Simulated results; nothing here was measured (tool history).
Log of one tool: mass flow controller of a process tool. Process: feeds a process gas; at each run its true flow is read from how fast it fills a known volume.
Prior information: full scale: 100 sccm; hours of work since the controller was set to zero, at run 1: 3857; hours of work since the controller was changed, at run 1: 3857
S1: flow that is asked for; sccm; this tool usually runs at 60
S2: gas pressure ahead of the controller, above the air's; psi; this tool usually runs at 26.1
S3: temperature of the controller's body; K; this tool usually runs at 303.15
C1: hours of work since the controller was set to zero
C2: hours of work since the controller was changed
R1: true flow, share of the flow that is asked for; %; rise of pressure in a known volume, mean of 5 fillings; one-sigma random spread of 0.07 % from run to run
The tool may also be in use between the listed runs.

Run 1, hour 0.0: usual settings; C1 3857; C2 3857. Result: R1 99.97 %.
Run 2, hour 307.7: usual settings; C1 4046; C2 4046. Result: R1 99.93 %.
Run 3, hour 770.3: usual settings; C1 4330; C2 4330. Result: R1 100.02 %.
Run 4, hour 1079.1: usual settings; C1 4520; C2 4520. Result: R1 100.24 %.
Run 5, hour 1309.1: usual settings; C1 4662; C2 4662. Result: R1 100.22 %.
Run 6, hour 1770.5: usual settings; C1 4945; C2 4945. Result: R1 100.14 %.
Run 7, hour 2294.1: usual settings; C1 5267; C2 5267. Result: R1 100.42 %.
Run 8, hour 2583.5: usual settings; C1 5445; C2 5445. Result: R1 100.47 %.
Run 9, hour 3102.0: usual settings; C1 5764; C2 5764. Result: R1 100.39 %.
Run 10, hour 3517.7: usual settings but S2 34.8 psi; C1 6019; C2 6019. Result: R1 100.51 %.
Run 11, hour 3975.2: usual settings but S2 34.8 psi; C1 6301; C2 6301. Result: R1 100.57 %.
At hour 4340.2: controller's zero set anew.
Run 12, hour 4470.8: usual settings but S1 28 sccm; C1 80; C2 6605. Result: R1 99.91 %.
Run 13, hour 4762.1: usual settings but S1 28 sccm; C1 259; C2 6784. Result: R1 100.09 %.
Run 14, hour 5010.9: usual settings but S1 28 sccm; C1 412; C2 6937. Result: R1 100.06 %.
Run 15, hour 5376.8: usual settings but S1 28 sccm; C1 637; C2 7162. Result: R1 100.13 %.
Run 16, hour 5905.8: usual settings but S1 28 sccm; C1 963; C2 7487. Result: R1 100.23 %.
Run 17, hour 6253.6: usual settings but S1 65 sccm; C1 1176; C2 7701. Result: R1 100.45 %.
Run 18, hour 6683.7: usual settings but S3 296.15 K; C1 1441; C2 7966. Result: R1 101.28 %.
Run 19, hour 7211.2: usual settings but S3 296.15 K; C1 1765; C2 8290. Result: R1 101.51 %.
Run 20, hour 7637.0: usual settings but S3 295.15 K; C1 2027; C2 8552. Result: R1 101.50 %.
At hour 7727.9: controller exchanged for a calibrated one.
Run 21, hour 8075.5: usual settings but S2 21.9 psi, S3 295.15 K; C1 214; C2 214. Result: R1 100.24 %.
Run 22, hour 8520.4: usual settings but S3 297.15 K; C1 487; C2 487. Result: R1 99.92 %.
Run 23, hour 8788.8: usual settings but S3 297.15 K; C1 652; C2 652. Result: R1 100.05 %.
Run 24, hour 9317.1: usual settings but S3 297.15 K; C1 977; C2 977. Result: R1 100.14 %.
Run 25, hour 9628.8: usual settings but S3 297.15 K; C1 1169; C2 1169. Result: R1 100.12 %.
Run 26, hour 9948.0: usual settings but S3 297.15 K; C1 1365; C2 1365. Result: R1 100.21 %.
Run 27, hour 10166.1: usual settings but S2 29.7 psi, S3 299.15 K; C1 1499; C2 1499. Result: R1 100.03 %.
Run 28, hour 10516.3: usual settings but S2 26.8 psi, S3 299.15 K; C1 1714; C2 1714. Result: R1 100.05 %.
Run 29, hour 10794.0: usual settings but S2 37.4 psi, S3 295.15 K; C1 1885; C2 1885. Result: R1 100.47 %.
Run 30, hour 11176.2: usual settings but S2 37.4 psi, S3 295.15 K; C1 2120; C2 2120. Result: R1 100.51 %.
Run 31, hour 11520.7: usual settings but S1 65 sccm, S3 310.15 K; C1 2332; C2 2332. Result: R1 99.09 %.
Run 32, hour 11885.2: usual settings but S1 26 sccm, S2 31.8 psi, S3 311.15 K; C1 2556; C2 2556. Result: R1 98.96 %.

Each row is a separate what-if for the run after 32, all from the same tool condition, not one after another. Results?
Run A, hour 12303.9: usual settings but S3 309.15 K; C1 2813; C2 2813. Result: R1 ?.
Run B, hour 12303.9: usual settings but S2 30.9 psi; C1 2813; C2 2813. Result: R1 ?.
Run C, hour 12303.9: usual settings but S2 33.1 psi, S3 298.15 K; C1 2813; C2 2813. Result: R1 ?.
Run D, hour 12303.9: usual settings but S1 26 sccm, S2 28.3 psi, S3 294.15 K; C1 2813; C2 2813. Result: R1 ?.

run      R1
  A   99.18
  B   99.91
  C  100.48
  D  100.98
With no hidden state in the tool, these same runs would have given:
run     R1
  A  98.43
  B  99.16
  C  99.73
  D  99.89

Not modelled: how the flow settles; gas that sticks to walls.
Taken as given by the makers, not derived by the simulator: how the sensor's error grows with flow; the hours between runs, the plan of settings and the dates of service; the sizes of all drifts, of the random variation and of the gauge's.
